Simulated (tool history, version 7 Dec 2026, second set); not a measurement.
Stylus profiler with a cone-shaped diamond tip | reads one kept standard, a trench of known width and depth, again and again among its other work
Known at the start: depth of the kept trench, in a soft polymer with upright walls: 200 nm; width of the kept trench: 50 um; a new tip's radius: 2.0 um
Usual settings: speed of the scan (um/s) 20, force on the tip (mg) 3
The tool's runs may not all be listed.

run    day  speed of the scan (um/s)  force on the tip (mg)  depth of the trench (angstrom)  width of the trench's floor (um)
  1      0                        20                      3                          2026.5                             47.67
  2    0.6                        20                   4.08                            2032                             47.73
  3  1.467                        20                   4.08                          2032.6                             47.65
  4  1.992                        20                   4.08                          2031.6                             47.65
  5  2.688                        20                   4.08                          2030.9                             47.64
  6  3.412                        20                   4.08                            2032                             47.63
  7  4.146                        18                      3                            2025                             47.61
  8  4.704                        20                      3                          2027.3                             47.65
  9  5.296                        20                      3                          2026.6                             47.64
 10  6.162                        20                      3                          2026.3                             47.61
 11  6.971                        20                      3                          2026.9                             47.53
 12  7.604                        27                   1.13                          2014.7                             47.48
 13  8.304                        16                   3.66                            2029                             47.57
 14   9.05                        16                   3.66                          2030.1                             47.66
 15  9.579                        16                   2.84                          2025.3                             47.61

The next listed run, before its measurement:
 16  10.408                        46                   2.33                               ?                                 ?

Run 16 gave depth of the trench (angstrom) 2022.9, width of the trench's floor (um) 47.43.
Without the tool's hidden state the same run would have given depth of the trench (angstrom) 2019.5, width of the trench's floor (um) 48.02.

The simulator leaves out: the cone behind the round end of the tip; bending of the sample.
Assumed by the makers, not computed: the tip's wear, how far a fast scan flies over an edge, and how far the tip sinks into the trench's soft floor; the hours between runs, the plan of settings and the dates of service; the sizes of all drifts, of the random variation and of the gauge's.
